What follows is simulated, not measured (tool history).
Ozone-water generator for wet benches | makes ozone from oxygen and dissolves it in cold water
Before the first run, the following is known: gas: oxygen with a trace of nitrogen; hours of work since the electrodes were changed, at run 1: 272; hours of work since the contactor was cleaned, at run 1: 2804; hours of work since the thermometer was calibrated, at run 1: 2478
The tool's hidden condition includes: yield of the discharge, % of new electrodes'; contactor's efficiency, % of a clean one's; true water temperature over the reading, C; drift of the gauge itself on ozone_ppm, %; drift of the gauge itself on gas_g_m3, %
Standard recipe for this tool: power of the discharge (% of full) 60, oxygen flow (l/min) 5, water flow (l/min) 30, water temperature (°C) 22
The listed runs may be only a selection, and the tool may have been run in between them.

run,hour,power of the discharge (% of full),oxygen flow (l/min),water flow (l/min),water temperature (°C),hours of work since the electrodes were changed,hours of work since the contactor was cleaned,hours of work since the thermometer was calibrated,dissolved ozone (ppm),ozone in the gas ahead of the water (g/m3)
1,0,60,5,30,22,272,2804,2478,16.3,217.2
2,78.5,60,5,30,22,325,2857,2531,16.6,217.9
# hour 121.1: water thermometer calibrated
3,166.5,60,5,30,22,384,2917,31,16.4,219.7
4,231.3,60,5,30,22,428,2960,74,16.8,216.7
5,279.5,60,5,30,22,461,2993,107,16.3,219.6
6,327.4,60,5,30,22,493,3025,139,16.4,220.2
7,374.4,60,4.62,30,22,525,3057,171,16,224.6
8,448.9,60,4.62,30,22,575,3107,222,16,226.4
9,522.8,60,5,26,22,625,3157,271,18.3,218.8
10,559.1,60,5,26,22,650,3182,296,18.5,220.9
11,629.7,60,5,26,15,697,3230,344,20.2,220
12,701.9,60,5,30,22,746,3278,393,16.3,219.5
13,750.6,60,5,30,22,779,3311,425,16.3,219.7
14,793.4,60,5,30,22,808,3340,454,16.4,222.1
15,834.8,60,5,30,22,836,3368,482,16.2,218.6
16,918.2,60,5,30,30,892,3425,539,14.8,222.8
17,973.6,60,5,30,15,930,3462,576,17.4,222.5
18,1051.8,60,5,34,27,983,3515,629,14,219.8
19,1109.9,60,5,34,20,1022,3554,668,14.7,220.1
20,1198.1,77,4.19,31,18,1082,3614,728,18.5,276.8
21,1236.2,77,4.19,31,18,1107,3640,754,18.3,275.4
22,1322.5,77,4.19,31,18,1166,3698,812,18.3,274.6
23,1373.4,77,4.19,31,18,1200,3732,846,18,278.9
24,1425.5,77,2.73,31,16,1235,3768,882,15.7,326.2
# hour 1483.2: gauge calibrated
25,1483.2,77,2.73,31,16,1274,3807,921,15.5,319.9
26,1523.4,77,2.73,31,16,1301,3834,948,15.8,316.3
27,1580.6,44,2.73,31,15,1340,3872,986,11.2,229.6
28,1652.5,98,6.32,19,29,1389,3921,1035,28.3,267.4
29,1730.4,98,6.32,19,29,1441,3974,1088,28.1,266.3
30,1811.5,72,6.32,19,29,1496,4028,1142,23.6,223.9
31,1851.6,72,6.32,19,29,1523,4055,1170,23.2,222.9
32,1909.7,72,6.32,19,29,1562,4095,1209,23.3,223.8
33,1946,72,3.71,19,20,1587,4119,1233,25.7,272.9
34,2007.1,72,3.71,19,20,1628,4161,1275,25.6,273.2

Alternative continuations, all from the tool just after run 34; predict every row:
A,2059.8,72,4.29,33,24,1664,4196,1310,?,?
B,2059.8,60,5,30,18,1664,4196,1310,?,?
C,2059.8,81,5,23,17,1664,4196,1310,?,?

run,dissolved ozone (ppm),ozone in the gas ahead of the water (g/m3)
A,15.8,260.5
B,17,219.9
C,26.1,262.1
With the hidden condition removed and each run's random variation left untouched, the same runs would have given:
run,dissolved ozone (ppm),ozone in the gas ahead of the water (g/m3)
A,15.8,257.7
B,17.1,217.6
C,26.1,259.3
